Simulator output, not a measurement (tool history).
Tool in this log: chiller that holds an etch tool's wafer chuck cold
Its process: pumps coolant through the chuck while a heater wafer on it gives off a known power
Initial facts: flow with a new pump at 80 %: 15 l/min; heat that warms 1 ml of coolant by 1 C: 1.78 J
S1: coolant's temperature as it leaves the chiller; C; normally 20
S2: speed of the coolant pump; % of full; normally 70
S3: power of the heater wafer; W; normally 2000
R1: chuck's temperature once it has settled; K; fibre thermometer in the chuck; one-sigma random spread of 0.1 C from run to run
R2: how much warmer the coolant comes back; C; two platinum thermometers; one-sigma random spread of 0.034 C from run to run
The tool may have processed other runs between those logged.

{"run": 1, "hour": 0.0, "S1": 20, "S2": 70, "S3": 2000, "R1": 306.95, "R2": 5.28}
{"hour": 23.1, "done": "coolant changed, channels flushed"}
{"run": 2, "hour": 186.9, "S1": 20, "S2": 81, "S3": 2000, "R1": 305.45, "R2": 4.45}
{"run": 3, "hour": 390.1, "S1": 20, "S2": 81, "S3": 2000, "R1": 305.45, "R2": 4.42}
{"run": 4, "hour": 484.4, "S1": 20, "S2": 70, "S3": 2000, "R1": 307.05, "R2": 5.23}
{"run": 5, "hour": 594.5, "S1": 20, "S2": 70, "S3": 2000, "R1": 306.85, "R2": 5.3}
{"run": 6, "hour": 779.5, "S1": 20, "S2": 70, "S3": 2000, "R1": 306.85, "R2": 5.24}
{"run": 7, "hour": 908.2, "S1": 21, "S2": 70, "S3": 2000, "R1": 307.65, "R2": 5.23}
{"run": 8, "hour": 1048.1, "S1": 20, "S2": 74, "S3": 2000, "R1": 306.35, "R2": 4.92}
{"run": 9, "hour": 1235.7, "S1": 20, "S2": 74, "S3": 2000, "R1": 306.15, "R2": 4.95}
{"run": 10, "hour": 1391.2, "S1": 20, "S2": 70, "S3": 2000, "R1": 306.95, "R2": 5.14}
{"run": 11, "hour": 1485.5, "S1": 20, "S2": 70, "S3": 2000, "R1": 306.85, "R2": 5.17}
{"run": 12, "hour": 1646.0, "S1": 20, "S2": 70, "S3": 2000, "R1": 306.85, "R2": 5.18}
{"run": 13, "hour": 1797.9, "S1": 28, "S2": 70, "S3": 2000, "R1": 314.85, "R2": 5.26}
{"run": 14, "hour": 1904.6, "S1": 28, "S2": 70, "S3": 2000, "R1": 314.85, "R2": 5.28}
{"run": 15, "hour": 2129.6, "S1": 28, "S2": 70, "S3": 2000, "R1": 314.95, "R2": 5.23}
{"hour": 2254.8, "done": "chiller's thermometer calibrated"}
{"run": 16, "hour": 2295.3, "S1": 20, "S2": 70, "S3": 2000, "R1": 306.85, "R2": 5.28}
{"run": 17, "hour": 2399.6, "S1": 20, "S2": 70, "S3": 2000, "R1": 307.05, "R2": 5.25}
{"run": 18, "hour": 2584.6, "S1": 18, "S2": 60, "S3": 1086, "R1": 299.45, "R2": 3.38}
{"run": 19, "hour": 2792.8, "S1": 18, "S2": 60, "S3": 1086, "R1": 299.55, "R2": 3.34}
{"run": 20, "hour": 2996.8, "S1": 20, "S2": 86, "S3": 2000, "R1": 304.95, "R2": 4.1}
{"run": 21, "hour": 3120.1, "S1": 20, "S2": 86, "S3": 2000, "R1": 305.05, "R2": 4.13}
{"run": 22, "hour": 3265.5, "S1": 21, "S2": 86, "S3": 1335, "R1": 302.05, "R2": 2.78}
{"run": 23, "hour": 3433.9, "S1": 20, "S2": 70, "S3": 1407, "R1": 302.75, "R2": 3.73}
{"run": 24, "hour": 3539.2, "S1": 20, "S2": 70, "S3": 1918, "R1": 306.25, "R2": 5.09}
{"run": 25, "hour": 3663.4, "S1": 19, "S2": 70, "S3": 2932, "R1": 312.15, "R2": 7.73}
{"run": 26, "hour": 3784.4, "S1": 28, "S2": 88, "S3": 2932, "R1": 318.15, "R2": 5.96}
{"run": 27, "hour": 3946.6, "S1": 28, "S2": 88, "S3": 2932, "R1": 318.25, "R2": 5.9}
{"hour": 4069.2, "done": "coolant pump overhauled"}
{"run": 28, "hour": 4118.3, "S1": 28, "S2": 88, "S3": 2932, "R1": 318.25, "R2": 5.87}
{"run": 29, "hour": 4216.6, "S1": 20, "S2": 66, "S3": 1623, "R1": 304.75, "R2": 4.5}
{"run": 30, "hour": 4348.9, "S1": 23, "S2": 63, "S3": 2192, "R1": 312.45, "R2": 6.46}
{"run": 31, "hour": 4495.6, "S1": 23, "S2": 63, "S3": 2192, "R1": 312.55, "R2": 6.52}
{"run": 32, "hour": 4627.3, "S1": 24, "S2": 85, "S3": 2030, "R1": 309.15, "R2": 4.27}
{"run": 33, "hour": 4739.8, "S1": 13, "S2": 66, "S3": 1005, "R1": 293.55, "R2": 2.78}

3 ways to go on from here, each from the tool as it stands after run 33. What would each give?
{"run": "A", "hour": 4842.3, "S1": 17, "S2": 93, "S3": 1422, "R1": "?", "R2": "?"}
{"run": "B", "hour": 4842.3, "S1": 30, "S2": 60, "S3": 1827, "R1": "?", "R2": "?"}
{"run": "C", "hour": 4842.3, "S1": 13, "S2": 94, "S3": 1140, "R1": "?", "R2": "?"}

run=A R1=298.15 R2=2.67
run=B R1=317.25 R2=5.69
run=C R1=292.45 R2=2.16
Had the tool no hidden state, the same runs would have come out as:
run=A R1=298.05 R2=2.67
run=B R1=317.25 R2=5.69
run=C R1=292.45 R2=2.16

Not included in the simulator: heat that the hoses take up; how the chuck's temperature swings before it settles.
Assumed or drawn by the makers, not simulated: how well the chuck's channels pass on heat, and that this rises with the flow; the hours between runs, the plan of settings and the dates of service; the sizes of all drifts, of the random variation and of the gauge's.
